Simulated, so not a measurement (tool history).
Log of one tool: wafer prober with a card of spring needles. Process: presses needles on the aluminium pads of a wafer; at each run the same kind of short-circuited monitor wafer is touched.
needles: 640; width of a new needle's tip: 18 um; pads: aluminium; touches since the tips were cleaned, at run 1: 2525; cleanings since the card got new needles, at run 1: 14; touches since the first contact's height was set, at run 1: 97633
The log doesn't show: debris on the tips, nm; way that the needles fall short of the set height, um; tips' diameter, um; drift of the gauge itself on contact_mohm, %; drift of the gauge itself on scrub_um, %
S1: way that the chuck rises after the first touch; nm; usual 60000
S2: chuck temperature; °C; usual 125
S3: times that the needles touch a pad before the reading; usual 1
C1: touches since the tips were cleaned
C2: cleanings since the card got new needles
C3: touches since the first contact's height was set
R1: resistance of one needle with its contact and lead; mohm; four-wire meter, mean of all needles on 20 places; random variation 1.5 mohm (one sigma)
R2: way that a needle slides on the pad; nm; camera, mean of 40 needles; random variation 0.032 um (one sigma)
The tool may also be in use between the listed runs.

| run | hour | S1 | S2 | S3 | C1 | C2 | C3 | R1 | R2 |
|---|---|---|---|---|---|---|---|---|---|
| 1 | 0 | 60000 | 125 | 1 | 2525 | 14 | 97633 | 139 | 8450 |
|  | 8.7 | tips cleaned on abrasive film |
| 2 | 12.4 | 60000 | 125 | 3 | 1893 | 15 | 103876 | 136 | 8420 |
|  | 21.7 | tips cleaned on abrasive film |
|  | 34 | tips cleaned on abrasive film |
| 3 | 37.3 | 60000 | 125 | 3 | 1652 | 17 | 116390 | 137 | 8390 |
|  | 47.5 | tips cleaned on abrasive film |
| 4 | 49.3 | 60000 | 125 | 1 | 870 | 18 | 122401 | 140 | 8440 |
|  | 59.8 | tips cleaned on abrasive film |
|  | 73.2 | tips cleaned on abrasive film |
| 5 | 75.7 | 60000 | 125 | 1 | 1233 | 20 | 135682 | 138 | 8390 |
|  | 85.6 | tips cleaned on abrasive film |
| 6 | 89 | 60000 | 125 | 1 | 1694 | 21 | 142373 | 139 | 8410 |
|  | 98.8 | tips cleaned on abrasive film |
| 7 | 106.1 | 60000 | 125 | 1 | 3708 | 22 | 151040 | 140 | 8420 |
|  | 111 | tips cleaned on abrasive film |
|  | 123.5 | tips cleaned on abrasive film |
| 8 | 129.3 | 60000 | 125 | 1 | 2917 | 24 | 162670 | 139 | 8390 |
|  | 137 | tips cleaned on abrasive film |
| 9 | 143.6 | 46000 | 68 | 1 | 3337 | 25 | 169856 | 135 | 6450 |
|  | 149.4 | tips cleaned on abrasive film |
| 10 | 155 | 62000 | 50 | 1 | 2842 | 26 | 175613 | 126 | 8700 |
|  | 161.9 | tips cleaned on abrasive film |
|  | 174.9 | tips cleaned on abrasive film |
| 11 | 177.7 | 50000 | 44 | 1 | 1417 | 28 | 187000 | 129 | 7000 |
|  | 188.4 | tips cleaned on abrasive film |
|  | 200.4 | tips cleaned on abrasive film |
| 12 | 203.5 | 79000 | 30 | 1 | 1594 | 30 | 199990 | 120 | 11050 |
|  | 213.5 | tips cleaned on abrasive film |
|  | 225.9 | tips cleaned on abrasive film |
| 13 | 230.9 | 79000 | 30 | 1 | 2529 | 32 | 213760 | 122 | 11090 |
|  | 239 | tips cleaned on abrasive film |
|  | 251.2 | tips cleaned on abrasive film |
| 14 | 252.1 | 79000 | 30 | 1 | 439 | 34 | 224420 | 120 | 11090 |
|  | 263.5 | tips cleaned on abrasive film |
|  | 275.5 | tips cleaned on abrasive film |
| 15 | 278.5 | 79000 | 30 | 1 | 1529 | 36 | 237697 | 121 | 11110 |
|  | 284.5 | height of the first contact set anew |
|  | 288.8 | tips cleaned on abrasive film |
| 16 | 292.6 | 77000 | 38 | 3 | 1924 | 37 | 4036 | 120 | 10700 |

Forecast each of these 5 alternatives for the next run:
|  | 300.8 | tips cleaned on abrasive film |
| A | 311.4 | 70000 | 61 | 2 | 5380 | 38 | 13524 | ? | ? |
|  | 300.8 | tips cleaned on abrasive film |
| B | 311.4 | 79000 | 125 | 1 | 5380 | 38 | 13524 | ? | ? |
|  | 300.8 | tips cleaned on abrasive film |
| C | 311.4 | 60000 | 27 | 3 | 5380 | 38 | 13524 | ? | ? |
|  | 300.8 | tips cleaned on abrasive film |
| D | 311.4 | 60000 | 86 | 1 | 5380 | 38 | 13524 | ? | ? |
|  | 300.8 | tips cleaned on abrasive film |
| E | 311.4 | 60000 | 70 | 1 | 5380 | 38 | 13524 | ? | ? |

| run | R1 | R2 |
|---|---|---|
| A | 127 | 9840 |
| B | 131 | 11030 |
| C | 125 | 8370 |
| D | 132 | 8430 |
| E | 128 | 8400 |
Without the tool's hidden state the same runs would have given:
| run | R1 | R2 |
|---|---|---|
| A | 127 | 9840 |
| B | 131 | 11030 |
| C | 124 | 8370 |
| D | 132 | 8430 |
| E | 127 | 8410 |
